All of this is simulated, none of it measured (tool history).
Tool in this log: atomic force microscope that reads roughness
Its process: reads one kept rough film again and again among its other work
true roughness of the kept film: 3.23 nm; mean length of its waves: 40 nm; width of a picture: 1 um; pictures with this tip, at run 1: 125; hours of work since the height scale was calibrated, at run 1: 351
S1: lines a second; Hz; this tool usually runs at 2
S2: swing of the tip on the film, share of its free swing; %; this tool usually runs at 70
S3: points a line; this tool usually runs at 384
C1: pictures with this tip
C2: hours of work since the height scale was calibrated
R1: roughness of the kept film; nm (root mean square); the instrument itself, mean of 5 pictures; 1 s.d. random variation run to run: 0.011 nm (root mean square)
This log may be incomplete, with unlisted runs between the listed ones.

run,day,S1,S2,S3,C1,C2,R1
1,0,2,70,384,125,351,2.462
2,1.858,2,70,384,237,384,2.327
3,3.421,2,70,384,330,411,2.236
# day 3.542: new tip fitted
4,4.917,2,70,384,82,436,2.517
5,6.171,2,70,384,157,458,2.395
6,7.725,2,70,384,250,485,2.306
# day 9.233: new tip fitted
7,9.658,2,70,384,26,518,2.61
8,11.521,2,70,384,137,550,2.454
9,13.488,3.76,70,610,255,584,2.1
# day 14.988: new tip fitted
10,15.196,3.76,70,610,13,614,2.384
11,16.396,3.76,88,610,84,634,1.781
12,17.642,2,63,542,159,656,2.541
13,19.554,1.25,70,785,273,689,2.398
14,20.421,2,69,728,325,704,2.264
# day 20.7: new tip fitted
15,21.388,2,69,728,42,721,2.599
16,22.758,1.37,70,616,124,744,2.559

3 options for the next run, each taken on its own from the tool as it stands now. Forecast them:
A,23.792,2,70,428,186,762,?
B,23.792,1.37,70,260,186,762,?
C,23.792,1.27,72,779,186,762,?

run,R1
A,2.38
B,2.461
C,2.478
Without the tool's unlogged condition, the same runs would have read:
run,R1
A,2.638
B,2.726
C,2.745

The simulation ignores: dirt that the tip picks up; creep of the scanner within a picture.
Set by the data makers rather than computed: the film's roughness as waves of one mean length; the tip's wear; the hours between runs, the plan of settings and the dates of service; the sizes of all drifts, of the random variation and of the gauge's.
